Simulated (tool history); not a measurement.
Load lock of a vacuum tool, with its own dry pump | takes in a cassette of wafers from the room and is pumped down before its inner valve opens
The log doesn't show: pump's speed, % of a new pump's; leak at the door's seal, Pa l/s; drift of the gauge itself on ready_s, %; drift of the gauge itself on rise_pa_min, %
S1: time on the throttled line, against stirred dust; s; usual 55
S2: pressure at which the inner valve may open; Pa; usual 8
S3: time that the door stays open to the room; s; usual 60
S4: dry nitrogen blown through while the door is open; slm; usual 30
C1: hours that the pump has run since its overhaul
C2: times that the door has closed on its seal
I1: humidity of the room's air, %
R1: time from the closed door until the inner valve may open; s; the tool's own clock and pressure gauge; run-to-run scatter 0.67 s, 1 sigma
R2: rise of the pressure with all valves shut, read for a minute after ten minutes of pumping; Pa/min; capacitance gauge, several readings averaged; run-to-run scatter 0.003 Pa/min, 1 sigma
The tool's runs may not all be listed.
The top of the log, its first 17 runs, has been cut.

Run 18, hour 7008.1: usual settings but S2 6 Pa, S4 20 slm; C1 19816; C2 24701; I1 47.4. Result: R1 106.6 s, R2 0.343 Pa/min.
Run 19, hour 7450.8: usual settings but S2 15 Pa, S4 28 slm; C1 20258; C2 26341; I1 47.1. Result: R1 100.6 s, R2 0.372 Pa/min.
Run 20, hour 7892: usual settings but S1 45 s, S2 13 Pa; C1 20699; C2 27975; I1 47.1. Result: R1 95.5 s, R2 0.404 Pa/min.
Run 21, hour 8335.3: usual settings but S1 45 s, S2 13 Pa; C1 21143; C2 29618; I1 46.2. Result: R1 94.6 s, R2 0.456 Pa/min.
Run 22, hour 8599.8: usual settings but S1 45 s, S2 13 Pa; C1 21407; C2 30597; I1 43.4. Result: R1 95.9 s, R2 0.473 Pa/min.
Run 23, hour 9179: usual settings but S1 45 s, S2 13 Pa, S3 147 s; C1 21987; C2 32743; I1 43.2. Result: R1 96.4 s, R2 0.548 Pa/min.
Run 24, hour 9588.6: usual settings but S1 65 s, S2 13 Pa, S3 147 s; C1 22396; C2 34260; I1 47.2. Result: R1 110.1 s, R2 0.571 Pa/min.
Run 25, hour 9885.1: usual settings but S1 65 s, S2 13 Pa, S3 147 s; C1 22693; C2 35359; I1 42.8. Result: R1 110.4 s, R2 0.601 Pa/min.
At hour 10104.6: door's seal changed, seat wiped.
Run 26, hour 10441.4: usual settings but S1 38 s; C1 23247; C2 1248; I1 42.1. Result: R1 94.7 s, R2 0.015 Pa/min.
At hour 10856.7: dry pump taken out, an overhauled one fitted.
Run 27, hour 10856.7: usual settings but S1 54 s, S3 28 s, S4 4 slm; C1 0; C2 2764; I1 45.4. Result: R1 100.6 s, R2 0.033 Pa/min.
Run 28, hour 11187.3: usual settings but S1 54 s, S3 28 s, S4 4 slm; C1 331; C2 3989; I1 45.1. Result: R1 98.9 s, R2 0.045 Pa/min.
Run 29, hour 11742.9: usual settings but S1 54 s, S3 28 s, S4 4 slm; C1 886; C2 6047; I1 46.9. Result: R1 100.1 s, R2 0.063 Pa/min.
Run 30, hour 12318.6: usual settings but S1 54 s, S3 28 s, S4 4 slm; C1 1462; C2 8180; I1 42.6. Result: R1 100.4 s, R2 0.081 Pa/min.
Run 31, hour 12834.4: usual settings but S1 90 s, S2 12 Pa, S3 28 s, S4 4 slm; C1 1978; C2 10091; I1 46.2. Result: R1 123.1 s, R2 0.106 Pa/min.
Run 32, hour 13242.4: usual settings but S1 104 s, S3 50 s; C1 2386; C2 11602; I1 47.7. Result: R1 136.2 s, R2 0.115 Pa/min.

What if the next run were any one of these 4? Each begins from the tool's condition after run 32:
Run A, hour 13742.7: usual settings but S1 104 s, S3 88 s, S4 19 slm; C1 2886; C2 13456; I1 43.4. Result: R1 ?, R2 ?.
Run B, hour 13742.7: usual settings but S1 104 s, S3 50 s; C1 2886; C2 13456; I1 43.2. Result: R1 ?, R2 ?.
Run C, hour 13742.7: usual settings but S1 34 s, S3 50 s, S4 31 slm; C1 2886; C2 13456; I1 43.7. Result: R1 ?, R2 ?.
Run D, hour 13742.7: usual settings but S1 104 s, S3 153 s; C1 2886; C2 13456; I1 43. Result: R1 ?, R2 ?.

run     R1     R2
  A    135  0.146
  B  137.1  0.138
  C   86.7  0.141
  D  135.8   0.15
Take away the tool's hidden state, keep each run's random variation, and the runs would have read:
run     R1     R2
  A  133.8  0.019
  B  135.9   0.01
  C   84.8  0.013
  D  134.6  0.021
